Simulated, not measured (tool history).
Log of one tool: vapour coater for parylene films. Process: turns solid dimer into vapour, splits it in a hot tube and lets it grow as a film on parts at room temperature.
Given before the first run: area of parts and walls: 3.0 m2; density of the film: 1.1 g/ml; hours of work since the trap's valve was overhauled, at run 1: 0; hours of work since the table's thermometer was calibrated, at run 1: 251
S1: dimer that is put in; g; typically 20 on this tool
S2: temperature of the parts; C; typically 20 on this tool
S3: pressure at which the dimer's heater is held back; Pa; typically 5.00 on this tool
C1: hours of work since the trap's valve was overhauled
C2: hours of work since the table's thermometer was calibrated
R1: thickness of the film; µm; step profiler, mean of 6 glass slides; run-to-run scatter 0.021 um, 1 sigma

run 1 day=0.000 | S1=20 S2=20 S3=5.00 | C1=0 C2=251 | R1=3.82
run 2 day=2.600 | S1=20 S2=20 S3=5.00 | C1=28 C2=279 | R1=3.76
run 3 day=5.838 | S1=19 S2=20 S3=5.00 | C1=62 C2=313 | R1=3.51
run 4 day=7.950 | S1=20 S2=20 S3=5.00 | C1=85 C2=336 | R1=3.71
run 5 day=10.917 | S1=20 S2=20 S3=5.00 | C1=116 C2=367 | R1=3.66
run 6 day=13.304 | S1=20 S2=20 S3=5.00 | C1=142 C2=393 | R1=3.63
run 7 day=15.788 | S1=20 S2=20 S3=5.00 | C1=168 C2=419 | R1=3.59
run 8 day=18.725 | S1=20 S2=20 S3=5.00 | C1=200 C2=451 | R1=3.55
run 9 day=21.054 | S1=20 S2=20 S3=5.00 | C1=224 C2=475 | R1=3.53
-- day=21.846 trap's valve overhauled
run 10 day=23.992 | S1=20 S2=20 S3=5.00 | C1=23 C2=505 | R1=3.76
run 11 day=26.129 | S1=20 S2=20 S3=5.00 | C1=46 C2=528 | R1=3.75
run 12 day=27.871 | S1=20 S2=20 S3=5.00 | C1=64 C2=546 | R1=3.74
run 13 day=29.571 | S1=20 S2=20 S3=5.00 | C1=82 C2=564 | R1=3.68
run 14 day=32.804 | S1=20 S2=20 S3=5.00 | C1=117 C2=599 | R1=3.69
run 15 day=35.708 | S1=20 S2=20 S3=8.71 | C1=148 C2=630 | R1=3.56
run 16 day=38.417 | S1=20 S2=20 S3=5.00 | C1=177 C2=659 | R1=3.58
run 17 day=40.779 | S1=20 S2=20 S3=5.00 | C1=202 C2=684 | R1=3.54
-- day=43.854 trap's valve overhauled
run 18 day=44.029 | S1=20 S2=20 S3=5.00 | C1=2 C2=717 | R1=3.80
run 19 day=47.088 | S1=20 S2=20 S3=5.00 | C1=34 C2=749 | R1=3.83
run 20 day=49.288 | S1=20 S2=29 S3=5.00 | C1=58 C2=773 | R1=3.15
run 21 day=52.358 | S1=20 S2=20 S3=5.00 | C1=91 C2=805 | R1=3.73
run 22 day=53.904 | S1=20 S2=20 S3=5.00 | C1=107 C2=822 | R1=3.72
run 23 day=55.967 | S1=20 S2=20 S3=5.00 | C1=129 C2=844 | R1=3.66
run 24 day=59.133 | S1=20 S2=20 S3=5.00 | C1=163 C2=878 | R1=3.64
run 25 day=61.233 | S1=23 S2=14 S3=5.00 | C1=185 C2=900 | R1=4.72
run 26 day=64.196 | S1=20 S2=14 S3=10.26 | C1=217 C2=932 | R1=3.85
-- day=65.888 trap's valve overhauled
run 27 day=66.258 | S1=35 S2=20 S3=5.00 | C1=4 C2=952 | R1=6.71
run 28 day=69.017 | S1=35 S2=20 S3=5.00 | C1=33 C2=981 | R1=6.61
run 29 day=71.288 | S1=34 S2=25 S3=5.00 | C1=58 C2=1005 | R1=5.83
run 30 day=73.071 | S1=20 S2=16 S3=5.00 | C1=77 C2=1024 | R1=4.06
run 31 day=74.896 | S1=20 S2=19 S3=11.05 | C1=96 C2=1044 | R1=3.65
run 32 day=76.825 | S1=21 S2=20 S3=5.23 | C1=117 C2=1064 | R1=3.85
run 33 day=80.025 | S1=21 S2=19 S3=10.44 | C1=151 C2=1099 | R1=3.77
run 34 day=81.412 | S1=20 S2=20 S3=9.97 | C1=165 C2=1113 | R1=3.53
run 35 day=83.521 | S1=16 S2=20 S3=9.93 | C1=188 C2=1136 | R1=2.80
run 36 day=86.729 | S1=16 S2=20 S3=9.93 | C1=222 C2=1170 | R1=2.76
-- day=87.762 trap's valve overhauled
run 37 day=89.546 | S1=16 S2=20 S3=9.93 | C1=19 C2=1198 | R1=2.96
run 38 day=92.304 | S1=20 S2=31 S3=3.21 | C1=48 C2=1228 | R1=3.11
run 39 day=94.812 | S1=20 S2=31 S3=3.21 | C1=75 C2=1254 | R1=3.09
run 40 day=97.892 | S1=19 S2=23 S3=3.21 | C1=108 C2=1287 | R1=3.43
run 41 day=99.671 | S1=23 S2=14 S3=4.26 | C1=127 C2=1306 | R1=4.79
run 42 day=102.475 | S1=13 S2=18 S3=2.26 | C1=157 C2=1336 | R1=2.57
run 43 day=104.867 | S1=33 S2=18 S3=5.00 | C1=182 C2=1362 | R1=6.21
run 44 day=108.175 | S1=25 S2=20 S3=2.47 | C1=218 C2=1397 | R1=4.67
-- day=109.604 trap's valve overhauled
run 45 day=109.712 | S1=20 S2=21 S3=5.00 | C1=1 C2=1411 | R1=3.75
run 46 day=111.975 | S1=29 S2=21 S3=5.21 | C1=25 C2=1436 | R1=5.41
run 47 day=113.838 | S1=29 S2=21 S3=5.21 | C1=45 C2=1455 | R1=5.36
run 48 day=116.546 | S1=29 S2=21 S3=3.23 | C1=74 C2=1484 | R1=5.45

Each run again, without the hidden state but with its own random variation kept:
Hidden state present: vapour lost through the trap's worn valve, %; true temperature of the parts over the reading, C; drift of the gauge itself on film_um, %.
run=1 R1=3.81
run=2 R1=3.78
run=3 R1=3.57
run=4 R1=3.80
run=5 R1=3.78
run=6 R1=3.78
run=7 R1=3.77
run=8 R1=3.76
run=9 R1=3.77
run=10 R1=3.78
run=11 R1=3.79
run=12 R1=3.81
run=13 R1=3.76
run=14 R1=3.81
run=15 R1=3.72
run=16 R1=3.77
run=17 R1=3.76
run=18 R1=3.78
run=19 R1=3.85
run=20 R1=3.18
run=21 R1=3.80
run=22 R1=3.81
run=23 R1=3.78
run=24 R1=3.79
run=25 R1=4.96
run=26 R1=4.09
run=27 R1=6.64
run=28 R1=6.61
run=29 R1=5.87
run=30 R1=4.10
run=31 R1=3.71
run=32 R1=3.94
run=33 R1=3.90
run=34 R1=3.66
run=35 R1=2.92
run=36 R1=2.92
run=37 R1=2.94
run=38 R1=3.11
run=39 R1=3.12
run=40 R1=3.50
run=41 R1=4.92
run=42 R1=2.66
run=43 R1=6.48
run=44 R1=4.92
run=45 R1=3.71
run=46 R1=5.39
run=47 R1=5.37
run=48 R1=5.51
